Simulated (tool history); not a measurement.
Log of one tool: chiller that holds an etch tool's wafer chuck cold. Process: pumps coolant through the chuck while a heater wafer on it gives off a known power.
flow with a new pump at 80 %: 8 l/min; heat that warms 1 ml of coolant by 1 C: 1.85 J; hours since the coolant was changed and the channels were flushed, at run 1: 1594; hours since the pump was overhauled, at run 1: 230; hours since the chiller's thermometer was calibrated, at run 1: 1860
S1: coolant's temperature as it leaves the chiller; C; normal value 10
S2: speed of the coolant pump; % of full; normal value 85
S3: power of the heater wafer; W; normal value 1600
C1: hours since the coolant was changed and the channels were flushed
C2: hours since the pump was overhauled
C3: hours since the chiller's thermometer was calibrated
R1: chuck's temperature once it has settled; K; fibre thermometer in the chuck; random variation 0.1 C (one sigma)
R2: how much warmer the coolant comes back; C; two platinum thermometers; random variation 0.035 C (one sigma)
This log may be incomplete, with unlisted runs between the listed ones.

| run | hour | S1 | S2 | S3 | C1 | C2 | C3 | R1 | R2 |
|---|---|---|---|---|---|---|---|---|---|
| 1 | 0 | 10 | 85 | 1600 | 1594 | 230 | 1860 | 302.55 | 6.16 |
| 2 | 13.4 | 10 | 85 | 1600 | 1607 | 244 | 1874 | 302.55 | 6.08 |
| 3 | 36.6 | 10 | 63 | 1600 | 1630 | 267 | 1897 | 307.35 | 8.56 |
| 4 | 56.1 | 10 | 62 | 1600 | 1650 | 286 | 1916 | 307.65 | 8.67 |
| 5 | 87.8 | 10 | 85 | 1792 | 1682 | 318 | 1948 | 304.95 | 6.95 |
| 6 | 116.8 | 10 | 85 | 1792 | 1711 | 347 | 1977 | 304.95 | 6.87 |
| 7 | 140 | 10 | 85 | 1792 | 1734 | 370 | 2000 | 304.95 | 6.87 |
| 8 | 164.7 | 10 | 85 | 1792 | 1759 | 395 | 2025 | 305.05 | 6.93 |
| 9 | 181.2 | 10 | 72 | 1600 | 1775 | 411 | 2042 | 305.35 | 7.4 |
| 10 | 204 | 10 | 72 | 1600 | 1798 | 434 | 2064 | 305.15 | 7.41 |
| 11 | 227.2 | 10 | 72 | 868 | 1821 | 458 | 2088 | 295.05 | 4.07 |
| 12 | 248.7 | 10 | 72 | 868 | 1842 | 479 | 2109 | 295.15 | 4.01 |
| 13 | 274 | 10 | 72 | 1750 | 1868 | 504 | 2134 | 307.35 | 8.09 |
| 14 | 290.9 | 10 | 67 | 1600 | 1885 | 521 | 2151 | 306.45 | 8.02 |
| 15 | 321.1 | 10 | 82 | 1600 | 1915 | 551 | 2182 | 303.35 | 6.42 |
| 16 | 348.9 | 10 | 82 | 1600 | 1943 | 579 | 2209 | 303.25 | 6.44 |
| 17 | 366.9 | 10 | 85 | 1420 | 1961 | 597 | 2227 | 300.55 | 5.4 |
| 18 | 397.5 | 16 | 90 | 2206 | 1991 | 628 | 2258 | 315.25 | 7.96 |
| 19 | 422.3 | 16 | 90 | 2206 | 2016 | 653 | 2283 | 315.25 | 8.06 |
|  | 430.3 | coolant pump overhauled |
| 20 | 447.4 | 16 | 90 | 2206 | 2036 | 17 | 2303 | 315.35 | 7.98 |
| 21 | 468.8 | 16 | 90 | 2206 | 2058 | 38 | 2324 | 315.35 | 8.01 |
| 22 | 486.4 | 16 | 83 | 2073 | 2075 | 56 | 2342 | 315.45 | 8.22 |
| 23 | 499.7 | 16 | 83 | 2073 | 2089 | 69 | 2355 | 315.25 | 8.16 |
| 24 | 523.3 | 16 | 83 | 2073 | 2112 | 93 | 2379 | 315.35 | 8.22 |
| 25 | 550.4 | 16 | 83 | 2073 | 2139 | 120 | 2406 | 315.35 | 8.23 |
| 26 | 568.5 | 7 | 66 | 939 | 2157 | 138 | 2424 | 294.25 | 4.87 |
| 27 | 592.1 | 7 | 66 | 939 | 2181 | 162 | 2447 | 294.25 | 4.86 |
|  | 606.6 | coolant pump overhauled, once more |
| 28 | 625.4 | 16 | 85 | 1600 | 2209 | 19 | 2476 | 308.85 | 6.12 |
| 29 | 639.6 | 10 | 93 | 1997 | 2223 | 33 | 2490 | 306.15 | 6.84 |
| 30 | 669.7 | 10 | 93 | 1997 | 2253 | 63 | 2520 | 306.25 | 6.85 |
| 31 | 693.7 | 10 | 60 | 1788 | 2278 | 87 | 2544 | 311.85 | 10.1 |
| 32 | 711.5 | 10 | 60 | 1788 | 2295 | 105 | 2562 | 311.55 | 10.09 |
| 33 | 739.5 | 10 | 85 | 2064 | 2323 | 133 | 2590 | 308.75 | 7.84 |

Same runs, no hidden state in the tool, same run-to-run variation:
Unlogged tool condition in this case: heat passed by the chuck's channels, % of clean ones'; flow at a given pump speed, % of a new pump's; coolant's true temperature over the reading, C; drift of the gauge itself on chuck_c, C; drift of the gauge itself on warmer_back_c, C.
| run | R1 | R2 |
|---|---|---|
| 1 | 301.15 | 6.1 |
| 2 | 301.05 | 6.02 |
| 3 | 305.65 | 8.47 |
| 4 | 305.85 | 8.58 |
| 5 | 303.35 | 6.87 |
| 6 | 303.25 | 6.79 |
| 7 | 303.25 | 6.79 |
| 8 | 303.25 | 6.85 |
| 9 | 303.65 | 7.3 |
| 10 | 303.35 | 7.31 |
| 11 | 294.05 | 4.02 |
| 12 | 294.15 | 3.95 |
| 13 | 305.35 | 7.97 |
| 14 | 304.55 | 7.9 |
| 15 | 301.55 | 6.32 |
| 16 | 301.45 | 6.33 |
| 17 | 298.95 | 5.3 |
| 18 | 312.95 | 7.82 |
| 19 | 312.85 | 7.91 |
| 20 | 312.95 | 7.82 |
| 21 | 312.95 | 7.84 |
| 22 | 313.05 | 8.04 |
| 23 | 312.75 | 7.98 |
| 24 | 312.85 | 8.04 |
| 25 | 312.75 | 8.04 |
| 26 | 292.75 | 4.76 |
| 27 | 292.85 | 4.74 |
| 28 | 307.15 | 6.1 |
| 29 | 304.05 | 6.81 |
| 30 | 304.15 | 6.81 |
| 31 | 309.35 | 10.04 |
| 32 | 309.05 | 10.03 |
| 33 | 306.35 | 7.79 |
